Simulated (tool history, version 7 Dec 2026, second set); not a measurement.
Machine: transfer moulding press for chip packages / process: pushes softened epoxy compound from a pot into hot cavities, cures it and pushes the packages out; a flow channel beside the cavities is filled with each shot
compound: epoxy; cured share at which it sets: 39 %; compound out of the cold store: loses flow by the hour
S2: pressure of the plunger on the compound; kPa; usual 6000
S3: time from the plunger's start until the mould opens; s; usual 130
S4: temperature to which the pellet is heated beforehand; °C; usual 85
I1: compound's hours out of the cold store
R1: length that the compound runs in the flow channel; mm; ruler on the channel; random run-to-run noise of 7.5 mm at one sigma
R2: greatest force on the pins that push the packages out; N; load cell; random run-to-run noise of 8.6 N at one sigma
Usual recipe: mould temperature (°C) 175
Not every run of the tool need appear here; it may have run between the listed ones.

Run 1, hour 0: usual settings; I1 36.4. Result: R1 828 mm, R2 419 N.
Run 2, hour 7.1: usual settings; I1 14.4. Result: R1 914 mm, R2 467 N.
Run 3, hour 15.2: usual settings; I1 24.7. Result: R1 859 mm, R2 484 N.
Run 4, hour 24.8: usual settings but S2 7290 kPa; I1 25.7. Result: R1 958 mm, R2 524 N.
Run 5, hour 31: usual settings but mould temperature (°C) 167; I1 23.1. Result: R1 891 mm, R2 943 N.
At hour 39.6: cavities cleaned with cleaning compound and waxed.
Run 6, hour 43.8: usual settings but mould temperature (°C) 167; I1 33.7. Result: R1 841 mm, R2 1047 N.
Run 7, hour 50.1: usual settings but mould temperature (°C) 167; I1 41.7. Result: R1 818 mm, R2 1048 N.
Run 8, hour 60: usual settings; I1 29.2. Result: R1 849 mm, R2 671 N.
At hour 67.1: plunger's sealing rings changed.
Run 9, hour 68.5: usual settings but S3 121 s; I1 10.3. Result: R1 1008 mm, R2 796 N.
Run 10, hour 78.9: usual settings but mould temperature (°C) 168; I1 45.5. Result: R1 883 mm, R2 1026 N.
At hour 83.9: cavities cleaned with cleaning compound and waxed.
Run 11, hour 90.8: usual settings but mould temperature (°C) 168; I1 28.3. Result: R1 936 mm, R2 674 N.
Run 12, hour 96.6: usual settings but mould temperature (°C) 168; I1 32.6. Result: R1 920 mm, R2 706 N.
At hour 103.6: cavities cleaned with cleaning compound and waxed, once more.
Run 13, hour 103.6: usual settings but mould temperature (°C) 168; I1 18.9. Result: R1 976 mm, R2 618 N.
Run 14, hour 113.1: usual settings but mould temperature (°C) 168; I1 8.7. Result: R1 1023 mm, R2 725 N.
Run 15, hour 125.3: usual settings but mould temperature (°C) 180; I1 30.9. Result: R1 897 mm, R2 434 N.
Run 16, hour 133: usual settings but S2 5370 kPa; I1 10.2. Result: R1 934 mm, R2 548 N.
At hour 145.6: cavities cleaned with cleaning compound and waxed.
Run 17, hour 147.1: usual settings but mould temperature (°C) 173, S2 6200 kPa, S3 143 s; I1 46.9. Result: R1 873 mm, R2 387 N.

Forecast run 18:
Run 18, hour 155.4: usual settings but mould temperature (°C) 173, S2 6190 kPa, S3 136 s, S4 78 °C; I1 39.2. Result: R1 ?, R2 ?.

R1: 906 mm
R2: 466 N
The same run, on a tool lacking any hidden state, would have yielded R1 917 mm, R2 398 N.
